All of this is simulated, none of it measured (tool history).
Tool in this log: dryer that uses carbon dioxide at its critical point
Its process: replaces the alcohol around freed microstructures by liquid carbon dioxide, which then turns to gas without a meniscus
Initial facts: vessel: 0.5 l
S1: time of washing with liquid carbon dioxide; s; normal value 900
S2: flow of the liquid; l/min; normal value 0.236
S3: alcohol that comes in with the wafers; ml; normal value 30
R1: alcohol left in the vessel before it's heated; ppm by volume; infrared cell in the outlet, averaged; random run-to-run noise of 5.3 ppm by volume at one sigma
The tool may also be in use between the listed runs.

run 1 hour=0.0 | S1=900 S2=0.236 S3=30 | R1=204
run 2 hour=18.2 | S1=900 S2=0.236 S3=30 | R1=210
run 3 hour=37.7 | S1=900 S2=0.236 S3=30 | R1=210
run 4 hour=51.2 | S1=900 S2=0.236 S3=30 | R1=215
run 5 hour=75.6 | S1=900 S2=0.236 S3=30 | R1=231
run 6 hour=94.0 | S1=900 S2=0.236 S3=86 | R1=580
run 7 hour=115.5 | S1=900 S2=0.236 S3=30 | R1=266
run 8 hour=136.6 | S1=1020 S2=0.236 S3=30 | R1=162
run 9 hour=157.9 | S1=900 S2=0.236 S3=30 | R1=270
run 10 hour=181.9 | S1=960 S2=0.236 S3=30 | R1=220
run 11 hour=195.7 | S1=960 S2=0.328 S3=30 | R1=105
run 12 hour=208.3 | S1=960 S2=0.328 S3=30 | R1=96
run 13 hour=226.5 | S1=960 S2=0.328 S3=30 | R1=92
run 14 hour=237.1 | S1=960 S2=0.328 S3=30 | R1=102
run 15 hour=256.1 | S1=900 S2=0.236 S3=68 | R1=608
run 16 hour=277.5 | S1=900 S2=0.236 S3=23 | R1=272
run 17 hour=298.2 | S1=900 S2=0.236 S3=23 | R1=284
run 18 hour=314.7 | S1=900 S2=0.236 S3=23 | R1=298
run 19 hour=330.9 | S1=900 S2=0.314 S3=23 | R1=144
run 20 hour=350.2 | S1=900 S2=0.314 S3=23 | R1=151
run 21 hour=373.9 | S1=600 S2=0.314 S3=23 | R1=486
run 22 hour=388.8 | S1=900 S2=0.146 S3=30 | R1=2354
-- hour=395.8 inlet filter changed
run 23 hour=409.4 | S1=1200 S2=0.236 S3=30 | R1=140
run 24 hour=433.3 | S1=1200 S2=0.236 S3=30 | R1=140
run 25 hour=446.5 | S1=840 S2=0.143 S3=70 | R1=4515
run 26 hour=458.2 | S1=840 S2=0.143 S3=70 | R1=4448
run 27 hour=482.1 | S1=840 S2=0.338 S3=70 | R1=162
run 28 hour=496.4 | S1=840 S2=0.338 S3=70 | R1=171
run 29 hour=513.1 | S1=960 S2=0.181 S3=41 | R1=714
run 30 hour=534.1 | S1=900 S2=0.301 S3=101 | R1=223
run 31 hour=558.4 | S1=900 S2=0.301 S3=101 | R1=237
run 32 hour=574.7 | S1=900 S2=0.225 S3=92 | R1=722
run 33 hour=590.7 | S1=660 S2=0.215 S3=30 | R1=1218
run 34 hour=602.9 | S1=660 S2=0.215 S3=30 | R1=1241
run 35 hour=622.7 | S1=900 S2=0.265 S3=33 | R1=240
run 36 hour=642.5 | S1=960 S2=0.186 S3=34 | R1=632
run 37 hour=656.9 | S1=1080 S2=0.223 S3=38 | R1=265
run 38 hour=673.3 | S1=840 S2=0.223 S3=39 | R1=587
run 39 hour=694.9 | S1=840 S2=0.223 S3=39 | R1=610
run 40 hour=718.8 | S1=900 S2=0.176 S3=72 | R1=2060
run 41 hour=738.7 | S1=840 S2=0.151 S3=76 | R1=5039
run 42 hour=749.5 | S1=840 S2=0.151 S3=76 | R1=5245
run 43 hour=766.5 | S1=840 S2=0.151 S3=76 | R1=4998
run 44 hour=776.7 | S1=840 S2=0.346 S3=38 | R1=233
run 45 hour=800.9 | S1=900 S2=0.173 S3=99 | R1=3254
run 46 hour=811.5 | S1=900 S2=0.173 S3=99 | R1=3367
run 47 hour=823.6 | S1=720 S2=0.337 S3=41 | R1=313
run 48 hour=847.4 | S1=720 S2=0.292 S3=113 | R1=984

Hidden state or all else? Some run-to-run changes of R1, split into what the settings, what came in and random variation would give without the hidden state, and what is left for the hidden state (with any gauge scatter that isn't in both results):
What the log doesn't record here: flow that reaches the vessel past the clogged filter, %; alcohol in the recycled carbon dioxide, ppm; drift of the gauge itself on alcohol_ppm, %.
Run 24 -> 25: S1 1200 -> 840, S2 0.236 -> 0.143, S3 30 -> 70. R1 +4375 ppm by volume: hidden state +207, all else +4168.
Run 26 -> 27: S2 0.143 -> 0.338. R1 -4286 ppm by volume: hidden state -227, all else -4059.
Run 43 -> 44: S2 0.151 -> 0.346, S3 76 -> 38. R1 -4765 ppm by volume: hidden state -1288, all else -3477.
Run 44 -> 45: S1 840 -> 900, S2 0.346 -> 0.173, S3 38 -> 99. R1 +3021 ppm by volume: hidden state +1054, all else +1967.
Run 46 -> 47: S1 900 -> 720, S2 0.173 -> 0.337, S3 99 -> 41. R1 -3054 ppm by volume: hidden state -1074, all else -1980.

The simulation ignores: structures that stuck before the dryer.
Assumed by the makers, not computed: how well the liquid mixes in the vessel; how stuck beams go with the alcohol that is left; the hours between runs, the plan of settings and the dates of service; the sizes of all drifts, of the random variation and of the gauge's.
